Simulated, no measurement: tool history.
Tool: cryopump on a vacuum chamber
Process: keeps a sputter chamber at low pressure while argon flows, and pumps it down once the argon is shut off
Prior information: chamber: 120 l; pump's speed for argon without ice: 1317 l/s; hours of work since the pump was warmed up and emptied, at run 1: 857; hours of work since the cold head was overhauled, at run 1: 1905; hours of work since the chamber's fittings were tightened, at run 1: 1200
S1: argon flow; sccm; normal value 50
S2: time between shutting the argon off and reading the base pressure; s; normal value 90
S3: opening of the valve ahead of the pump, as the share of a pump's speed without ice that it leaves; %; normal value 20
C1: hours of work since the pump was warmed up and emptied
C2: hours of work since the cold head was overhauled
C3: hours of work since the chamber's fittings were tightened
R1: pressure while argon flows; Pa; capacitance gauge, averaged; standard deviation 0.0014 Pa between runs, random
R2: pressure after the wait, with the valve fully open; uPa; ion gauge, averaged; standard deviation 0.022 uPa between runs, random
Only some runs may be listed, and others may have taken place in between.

run	hour	S1	S2	S3	C1	C2	C3	R1	R2
1	0	50	90	20	857	1905	1200	0.3441	1.91
2	57.2	50	90	20	897	1946	1241	0.3498	2.02
3	112.6	50	90	20	937	1985	1280	0.3469	1.98
4	148.9	50	187	20	962	2011	1306	0.351	1.92
# hour 180.9: pump warmed up, emptied and cooled again
5	182.4	29	187	20	1	2032	1327	0.1861	1.46
6	250.3	29	187	20	49	2080	1375	0.1865	1.48
7	289	50	90	49	77	2107	1402	0.1339	1.7
8	326.8	50	90	24	104	2134	1429	0.273	1.76
9	367.5	50	78	24	133	2163	1458	0.2702	1.81
10	409.8	50	78	24	163	2193	1488	0.2723	1.8
11	453.5	50	78	24	194	2224	1519	0.2725	1.89
12	515.7	50	78	24	238	2269	1564	0.2728	1.95
13	550.9	50	90	20	263	2294	1589	0.3266	1.88
14	595.9	50	90	20	295	2326	1621	0.3298	1.94
15	663.1	50	90	20	343	2374	1669	0.3293	2.04
16	726.1	50	90	20	388	2418	1713	0.3293	2.06
17	780	50	90	20	426	2457	1752	0.3322	2.19
18	845.7	34	90	32	473	2504	1798	0.1458	2.21
19	886.4	90	36	37	502	2532	1827	0.3367	2.78
20	920.1	50	32	23	526	2556	1851	0.2935	2.87
21	957.5	50	91	22	553	2583	1878	0.3055	2.27
22	1001	50	26	22	583	2614	1909	0.3086	3.3
23	1043	51	37	29	613	2644	1939	0.2421	2.91
24	1095.8	51	37	29	651	2681	1976	0.2442	3.04
25	1145.6	50	59	20	686	2717	2012	0.3395	2.77
26	1208.3	50	84	27	731	2761	2056	0.2591	2.67
27	1264	50	221	44	771	2801	2096	0.168	2.55
28	1301.1	53	109	34	797	2827	2122	0.2258	2.75
29	1331.9	53	109	34	819	2849	2144	0.224	2.68
30	1385	50	166	20	857	2887	2182	0.3462	2.68
31	1447	50	166	20	901	2931	2226	0.3484	2.84
32	1503	50	205	20	941	2971	2266	0.3472	2.85
33	1555.6	41	299	50	978	3009	2303	0.13	2.89
# hour 1567: pump warmed up, emptied and cooled again
34	1621	50	80	16	38	3052	2346	0.4058	2.45

A few steps of R1 between consecutive runs. Split each: what settings, incoming material and random variation would produce without the hidden state, and what is left over for the hidden state, along with gauge scatter present in only one of the two compared results (measured, and without hidden state):
The hidden state here: pump's speed, % of a pump's without ice; cold plate's temperature, K; leak into the chamber, uPa l/s; drift of the gauge itself on working_pa, %; drift of the gauge itself on base_upa, %.
Run 4 -> 5: S1 50 -> 29, pump warmed up, emptied and cooled again. R1 -0.1649 Pa: hidden state -0.0282, all else -0.1367.
Run 18 -> 19: S1 34 -> 90, S2 90 -> 36, S3 32 -> 37. R1 +0.1909 Pa: hidden state +0.0159, all else +0.175.
Run 32 -> 33: S1 50 -> 41, S2 205 -> 299, S3 20 -> 50. R1 -0.2172 Pa: hidden state -0.0037, all else -0.2135.
Run 33 -> 34: S1 41 -> 50, S2 299 -> 80, S3 50 -> 16, pump warmed up, emptied and cooled again. R1 +0.2758 Pa: hidden state -0.0204, all else +0.2962.

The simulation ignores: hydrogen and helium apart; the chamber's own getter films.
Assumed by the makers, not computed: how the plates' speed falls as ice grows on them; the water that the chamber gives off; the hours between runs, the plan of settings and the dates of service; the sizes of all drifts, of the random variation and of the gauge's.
